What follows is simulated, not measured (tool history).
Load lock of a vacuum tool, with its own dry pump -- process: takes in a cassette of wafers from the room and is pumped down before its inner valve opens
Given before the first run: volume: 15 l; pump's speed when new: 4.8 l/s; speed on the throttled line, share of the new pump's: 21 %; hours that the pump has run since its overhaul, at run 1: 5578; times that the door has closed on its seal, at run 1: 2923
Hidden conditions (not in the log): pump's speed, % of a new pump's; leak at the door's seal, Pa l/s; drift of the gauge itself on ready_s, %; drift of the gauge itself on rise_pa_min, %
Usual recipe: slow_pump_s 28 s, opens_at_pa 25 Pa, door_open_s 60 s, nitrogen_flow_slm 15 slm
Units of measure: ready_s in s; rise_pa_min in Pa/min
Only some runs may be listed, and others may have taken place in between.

run	day	slow_pump_s	opens_at_pa	door_open_s	nitrogen_flow_slm	hours that the pump has run since its overhaul	times that the door has closed on its seal	incoming humidity of the room's air, %	ready_s	rise_pa_min
1	0.000	28	25	60	15	5578	2923	47.7	52.6	0.060
2	3.117	31	25	60	15	5653	3065	44.8	54.1	0.060
3	4.942	28	25	85	15	5696	3148	46.2	53.3	0.069
4	7.300	28	25	60	15	5753	3255	45.6	53.2	0.060
5	9.529	28	25	60	5	5807	3357	43.4	52.7	0.087
6	11.483	28	25	60	5	5854	3446	45.7	52.4	0.094
7	13.546	28	25	60	5	5903	3540	44.9	53.8	0.091
8	16.842	28	25	60	5	5982	3690	45.8	51.5	0.094
9	20.762	28	25	26	15	6076	3869	42.0	53.1	0.051
10	24.004	34	25	60	15	6154	4016	47.2	58.0	0.067
11	27.262	32	39	86	15	6232	4165	48.2	53.9	0.076
12	30.829	32	48	86	14	6318	4327	45.5	53.9	0.080
13	32.975	39	25	66	15	6369	4425	43.2	60.5	0.062
14	35.296	39	25	66	15	6425	4531	49.7	62.0	0.071
15	38.471	27	20	60	8	6501	4675	46.5	53.6	0.087
16	40.346	17	25	31	41	6546	4761	46.3	44.9	0.038
17	43.429	28	41	60	15	6620	4901	42.6	51.3	0.064

Branching from run 17: 5 alternative next runs. What would each branch give?
A	46.567	43	25	117	15	6696	5044	43.6	?	?
B	46.567	28	25	31	15	6696	5044	44.5	?	?
C	46.567	28	29	60	6	6696	5044	44.7	?	?
D	46.567	28	25	167	15	6696	5044	46.7	?	?
E	46.567	26	25	60	12	6696	5044	43.9	?	?

run	ready_s	rise_pa_min
A	64.6	0.078
B	53.3	0.053
C	51.8	0.087
D	53.2	0.098
E	52.4	0.072
Without the tool's hidden state the same runs would have given:
run	ready_s	rise_pa_min
A	60.4	0.068
B	48.3	0.043
C	47.0	0.076
D	48.3	0.087
E	47.4	0.061
